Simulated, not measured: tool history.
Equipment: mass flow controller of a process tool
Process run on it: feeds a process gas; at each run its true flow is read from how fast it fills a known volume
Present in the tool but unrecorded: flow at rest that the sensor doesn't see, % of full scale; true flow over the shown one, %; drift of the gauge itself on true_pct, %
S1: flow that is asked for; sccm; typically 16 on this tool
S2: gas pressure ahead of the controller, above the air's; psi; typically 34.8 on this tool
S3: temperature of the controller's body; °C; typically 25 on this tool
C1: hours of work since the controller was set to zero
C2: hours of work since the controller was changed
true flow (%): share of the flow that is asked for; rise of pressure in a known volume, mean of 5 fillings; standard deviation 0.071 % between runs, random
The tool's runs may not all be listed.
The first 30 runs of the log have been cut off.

run 31 hour=2513.1 | S1=3 S2=22.6 S3=31 | C1=1095 C2=1095 | true_flow_(%)=103.8
run 32 hour=2595.6 | S1=16 S2=34.8 S3=22 | C1=1126 C2=1126 | true_flow_(%)=105.25
run 33 hour=2688 | S1=14 S2=37.3 S3=22 | C1=1160 C2=1160 | true_flow_(%)=105.55
run 34 hour=2802.8 | S1=16 S2=25.4 S3=25 | C1=1202 C2=1202 | true_flow_(%)=105.41
run 35 hour=2884.7 | S1=16 S2=25.4 S3=25 | C1=1232 C2=1232 | true_flow_(%)=105.76
run 36 hour=2947.2 | S1=16 S2=21 S3=25 | C1=1255 C2=1255 | true_flow_(%)=106
run 37 hour=3054 | S1=16 S2=21 S3=25 | C1=1294 C2=1294 | true_flow_(%)=106.3
run 38 hour=3109.1 | S1=12 S2=40.6 S3=35 | C1=1314 C2=1314 | true_flow_(%)=106.18
run 39 hour=3169 | S1=3 S2=34.8 S3=25 | C1=1336 C2=1336 | true_flow_(%)=106.25
run 40 hour=3217.3 | S1=7 S2=34.8 S3=36 | C1=1354 C2=1354 | true_flow_(%)=106.1
run 41 hour=3268.8 | S1=16 S2=23.5 S3=26 | C1=1373 C2=1373 | true_flow_(%)=106.75
run 42 hour=3377.4 | S1=12 S2=37.3 S3=25 | C1=1413 C2=1413 | true_flow_(%)=107.4

5 options for the next run, each taken on its own from the tool as it stands now. Forecast them:
run A hour=3437.6 | S1=12 S2=34.8 S3=30 | C1=1435 C2=1435 | true_flow_(%)=?
run B hour=3437.6 | S1=6 S2=37.3 S3=25 | C1=1435 C2=1435 | true_flow_(%)=?
run C hour=3437.6 | S1=18 S2=40 S3=30 | C1=1435 C2=1435 | true_flow_(%)=?
run D hour=3437.6 | S1=3 S2=37.3 S3=25 | C1=1435 C2=1435 | true_flow_(%)=?
run E hour=3437.6 | S1=12 S2=37.3 S3=31 | C1=1435 C2=1435 | true_flow_(%)=?

run=A true_flow_(%)=107.31
run=B true_flow_(%)=107.26
run=C true_flow_(%)=107.69
run=D true_flow_(%)=107.08
run=E true_flow_(%)=107.29
What these runs would have given with no unlogged condition in the tool:
run=A true_flow_(%)=99.57
run=B true_flow_(%)=99.52
run=C true_flow_(%)=99.91
run=D true_flow_(%)=99.36
run=E true_flow_(%)=99.54
